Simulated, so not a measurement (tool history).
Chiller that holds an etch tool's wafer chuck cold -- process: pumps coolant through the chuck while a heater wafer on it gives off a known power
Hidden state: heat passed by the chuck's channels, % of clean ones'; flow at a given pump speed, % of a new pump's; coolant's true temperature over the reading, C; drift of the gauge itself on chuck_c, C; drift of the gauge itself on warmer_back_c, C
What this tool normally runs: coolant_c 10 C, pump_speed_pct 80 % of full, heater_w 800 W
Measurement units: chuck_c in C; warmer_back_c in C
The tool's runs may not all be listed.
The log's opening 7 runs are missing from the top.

run	hour	coolant_c	pump_speed_pct	heater_w	hours since the coolant was changed and the channels were flushed	hours since the pump was overhauled	hours since the chiller's thermometer was calibrated	chuck_c	warmer_back_c
8	730.3	10	80	490	8379	4278	260	14.7	1.20
9	881.9	10	80	513	8531	4430	412	14.9	1.25
10	1032.9	19	80	800	8682	4581	563	26.5	1.96
# hour 1109.5: coolant changed, channels flushed
11	1178.4	19	80	800	69	4720	702	26.8	1.95
12	1319.7	19	80	800	210	4862	844	26.7	1.96
13	1386.9	12	80	800	277	4929	911	19.8	1.94
14	1519.3	12	80	800	410	5061	1043	19.6	1.96
15	1642.8	10	80	800	533	5185	1167	17.7	1.98
16	1748.3	10	80	800	639	5290	1272	17.7	1.92
17	1844.2	10	71	800	735	5386	1368	18.4	2.18
18	1934.5	10	71	800	825	5476	1459	18.6	2.21
19	2013.5	9	80	1046	904	5555	1538	19.0	2.56
20	2094.6	9	80	1046	985	5636	1619	19.1	2.56
21	2166.1	9	80	1046	1057	5708	1690	19.0	2.55
22	2257.3	10	61	420	1148	5799	1781	15.0	1.31
23	2394.8	11	60	462	1285	5937	1919	16.7	1.52
24	2520.8	10	63	667	1411	6063	2045	18.1	2.09
25	2589.3	10	90	548	1480	6131	2113	14.9	1.23
26	2740.8	10	90	548	1631	6283	2265	14.7	1.21
27	2893.0	13	100	800	1784	6435	2417	19.2	1.58
28	2972.0	8	86	800	1863	6514	2496	15.1	1.83
29	3053.9	16	64	800	1944	6596	2578	25.4	2.48
30	3193.1	14	98	800	2084	6735	2717	20.5	1.57
31	3275.2	17	61	611	2166	6817	2799	24.6	1.93
32	3412.1	10	80	1002	2303	6954	2936	19.7	2.48

Alternative continuations, all from the tool just after run 32; predict every row:
A	3544.4	10	80	450	2435	7086	3068	?	?
B	3544.4	13	71	991	2435	7086	3068	?	?
C	3544.4	12	74	627	2435	7086	3068	?	?
D	3544.4	10	62	800	2435	7086	3068	?	?

run	chuck_c	warmer_back_c
A	14.3	1.09
B	23.5	2.72
C	18.4	1.69
D	19.5	2.54
Without the tool's hidden state the same runs would have given:
run	chuck_c	warmer_back_c
A	14.3	1.09
B	23.5	2.71
C	18.4	1.69
D	19.5	2.53
